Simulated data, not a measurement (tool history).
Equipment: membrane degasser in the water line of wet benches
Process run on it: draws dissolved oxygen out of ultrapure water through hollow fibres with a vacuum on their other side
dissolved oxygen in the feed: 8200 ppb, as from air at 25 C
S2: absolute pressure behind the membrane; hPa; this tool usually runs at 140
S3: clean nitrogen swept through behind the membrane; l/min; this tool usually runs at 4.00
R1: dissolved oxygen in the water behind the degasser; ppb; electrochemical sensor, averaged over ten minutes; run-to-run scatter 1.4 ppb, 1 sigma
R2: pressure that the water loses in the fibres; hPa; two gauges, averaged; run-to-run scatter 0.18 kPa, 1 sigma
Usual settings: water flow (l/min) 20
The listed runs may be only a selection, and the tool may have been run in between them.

{"run": 1, "day": 0.0, "water flow (l/min)": 20, "S2": 140, "S3": 4.0, "R1": 135.4, "R2": 319.8}
{"run": 2, "day": 8.746, "water flow (l/min)": 20, "S2": 140, "S3": 4.0, "R1": 139.4, "R2": 323.1}
{"run": 3, "day": 15.717, "water flow (l/min)": 20, "S2": 140, "S3": 4.0, "R1": 140.1, "R2": 323.9}
{"run": 4, "day": 21.592, "water flow (l/min)": 20, "S2": 140, "S3": 4.0, "R1": 139.8, "R2": 324.5}
{"day": 25.529, "done": "seals of the vacuum lines changed"}
{"run": 5, "day": 27.358, "water flow (l/min)": 20, "S2": 140, "S3": 4.0, "R1": 136.3, "R2": 328.1}
{"run": 6, "day": 36.458, "water flow (l/min)": 20, "S2": 140, "S3": 4.0, "R1": 137.4, "R2": 325.9}
{"run": 7, "day": 45.508, "water flow (l/min)": 20, "S2": 140, "S3": 3.05, "R1": 176.2, "R2": 327.2}
{"day": 53.346, "done": "vacuum gauge calibrated"}
{"run": 8, "day": 53.346, "water flow (l/min)": 20, "S2": 140, "S3": 3.05, "R1": 175.1, "R2": 326.7}
{"run": 9, "day": 62.162, "water flow (l/min)": 20, "S2": 140, "S3": 3.05, "R1": 177.8, "R2": 332.4}
{"run": 10, "day": 67.633, "water flow (l/min)": 20, "S2": 140, "S3": 3.05, "R1": 173.7, "R2": 329.8}
{"run": 11, "day": 75.829, "water flow (l/min)": 20, "S2": 140, "S3": 4.0, "R1": 134.9, "R2": 331.2}
{"run": 12, "day": 80.758, "water flow (l/min)": 20, "S2": 159, "S3": 9.64, "R1": 72.7, "R2": 330.9}
{"run": 13, "day": 85.317, "water flow (l/min)": 20, "S2": 140, "S3": 2.83, "R1": 188.8, "R2": 329.9}
{"run": 14, "day": 90.538, "water flow (l/min)": 20, "S2": 140, "S3": 2.83, "R1": 189.3, "R2": 327.3}
{"run": 15, "day": 99.471, "water flow (l/min)": 20, "S2": 140, "S3": 2.83, "R1": 188.4, "R2": 330.7}
{"run": 16, "day": 107.312, "water flow (l/min)": 20, "S2": 140, "S3": 2.83, "R1": 184.3, "R2": 331.7}
{"run": 17, "day": 113.925, "water flow (l/min)": 20, "S2": 140, "S3": 3.91, "R1": 139.7, "R2": 332.6}
{"run": 18, "day": 122.346, "water flow (l/min)": 23, "S2": 319, "S3": 1.98, "R1": 732.5, "R2": 381.2}
{"day": 127.571, "done": "gauge calibrated"}
{"run": 19, "day": 128.75, "water flow (l/min)": 23, "S2": 88, "S3": 1.69, "R1": 188.2, "R2": 372.2}
{"run": 20, "day": 134.7, "water flow (l/min)": 30, "S2": 92, "S3": 1.69, "R1": 283.6, "R2": 484.9}
{"run": 21, "day": 139.225, "water flow (l/min)": 30, "S2": 92, "S3": 1.69, "R1": 283.7, "R2": 486.3}
{"run": 22, "day": 148.058, "water flow (l/min)": 20, "S2": 261, "S3": 4.0, "R1": 277.7, "R2": 324.9}

Predict each of these 4 candidate next runs independently; none follows another, all start after run 22:
{"run": "A", "day": 151.833, "water flow (l/min)": 16, "S2": 281, "S3": 10.85, "R1": "?", "R2": "?"}
{"run": "B", "day": 151.833, "water flow (l/min)": 18, "S2": 96, "S3": 4.0, "R1": "?", "R2": "?"}
{"run": "C", "day": 151.833, "water flow (l/min)": 24, "S2": 177, "S3": 7.82, "R1": "?", "R2": "?"}
{"run": "D", "day": 151.833, "water flow (l/min)": 22, "S2": 140, "S3": 4.0, "R1": "?", "R2": "?"}

run=A R1=93.8 R2=259.5
run=B R1=75.5 R2=292.3
run=C R1=125.7 R2=392.6
run=D R1=157.1 R2=357.5
Without the tool's unlogged condition, the same runs would have read:
run=A R1=93.8 R2=257.9
run=B R1=75.4 R2=290.4
run=C R1=125.6 R2=390.2
run=D R1=157.0 R2=355.2

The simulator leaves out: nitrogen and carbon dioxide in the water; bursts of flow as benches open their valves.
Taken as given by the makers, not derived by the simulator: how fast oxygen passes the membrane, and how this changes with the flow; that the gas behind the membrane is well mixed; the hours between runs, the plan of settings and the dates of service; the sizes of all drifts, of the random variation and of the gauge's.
